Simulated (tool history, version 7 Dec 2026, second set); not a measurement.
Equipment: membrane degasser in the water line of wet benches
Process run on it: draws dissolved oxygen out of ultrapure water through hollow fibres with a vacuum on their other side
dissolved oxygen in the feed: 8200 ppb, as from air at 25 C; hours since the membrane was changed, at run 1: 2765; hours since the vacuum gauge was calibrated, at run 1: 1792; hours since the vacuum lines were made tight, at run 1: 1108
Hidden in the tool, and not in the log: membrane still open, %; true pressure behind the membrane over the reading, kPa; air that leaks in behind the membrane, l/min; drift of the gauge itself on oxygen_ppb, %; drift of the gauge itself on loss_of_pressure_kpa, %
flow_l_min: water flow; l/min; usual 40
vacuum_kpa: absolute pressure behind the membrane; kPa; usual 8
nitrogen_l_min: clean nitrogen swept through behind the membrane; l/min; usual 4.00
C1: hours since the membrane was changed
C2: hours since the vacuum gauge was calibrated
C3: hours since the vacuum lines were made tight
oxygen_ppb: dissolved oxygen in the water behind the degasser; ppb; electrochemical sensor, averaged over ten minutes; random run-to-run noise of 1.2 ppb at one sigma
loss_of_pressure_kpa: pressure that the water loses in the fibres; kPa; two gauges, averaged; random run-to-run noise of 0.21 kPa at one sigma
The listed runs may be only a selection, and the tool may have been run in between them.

run 1 hour=0.0 | flow_l_min=40 vacuum_kpa=8 nitrogen_l_min=4.00 | C1=2765 C2=1792 C3=1108 | oxygen_ppb=126.9 loss_of_pressure_kpa=50.78
run 2 hour=91.4 | flow_l_min=40 vacuum_kpa=8 nitrogen_l_min=4.00 | C1=2857 C2=1883 C3=1200 | oxygen_ppb=128.3 loss_of_pressure_kpa=51.02
run 3 hour=173.4 | flow_l_min=40 vacuum_kpa=8 nitrogen_l_min=4.00 | C1=2939 C2=1965 C3=1282 | oxygen_ppb=127.9 loss_of_pressure_kpa=51.01
run 4 hour=288.3 | flow_l_min=40 vacuum_kpa=8 nitrogen_l_min=4.00 | C1=3054 C2=2080 C3=1397 | oxygen_ppb=126.9 loss_of_pressure_kpa=50.78
run 5 hour=412.4 | flow_l_min=40 vacuum_kpa=8 nitrogen_l_min=4.00 | C1=3178 C2=2204 C3=1521 | oxygen_ppb=128.5 loss_of_pressure_kpa=50.79
run 6 hour=499.1 | flow_l_min=40 vacuum_kpa=8 nitrogen_l_min=4.00 | C1=3265 C2=2291 C3=1607 | oxygen_ppb=130.6 loss_of_pressure_kpa=50.63
run 7 hour=581.8 | flow_l_min=40 vacuum_kpa=8 nitrogen_l_min=4.00 | C1=3347 C2=2374 C3=1690 | oxygen_ppb=128.0 loss_of_pressure_kpa=50.91
run 8 hour=672.7 | flow_l_min=40 vacuum_kpa=8 nitrogen_l_min=3.89 | C1=3438 C2=2465 C3=1781 | oxygen_ppb=131.5 loss_of_pressure_kpa=50.70
run 9 hour=789.3 | flow_l_min=40 vacuum_kpa=8 nitrogen_l_min=3.89 | C1=3555 C2=2581 C3=1898 | oxygen_ppb=131.9 loss_of_pressure_kpa=50.97

Expected results for the next run?
run 10 hour=861.4 | flow_l_min=40 vacuum_kpa=8 nitrogen_l_min=3.89 | C1=3627 C2=2653 C3=1970 | oxygen_ppb=? loss_of_pressure_kpa=?

{"run 10": {"oxygen_ppb": 132.7, "loss_of_pressure_kpa": 51.03}}
With the hidden condition absent and the run-to-run variation left alone, this run would have shown oxygen_ppb 130.1 ppb, loss_of_pressure_kpa 49.94 kPa.
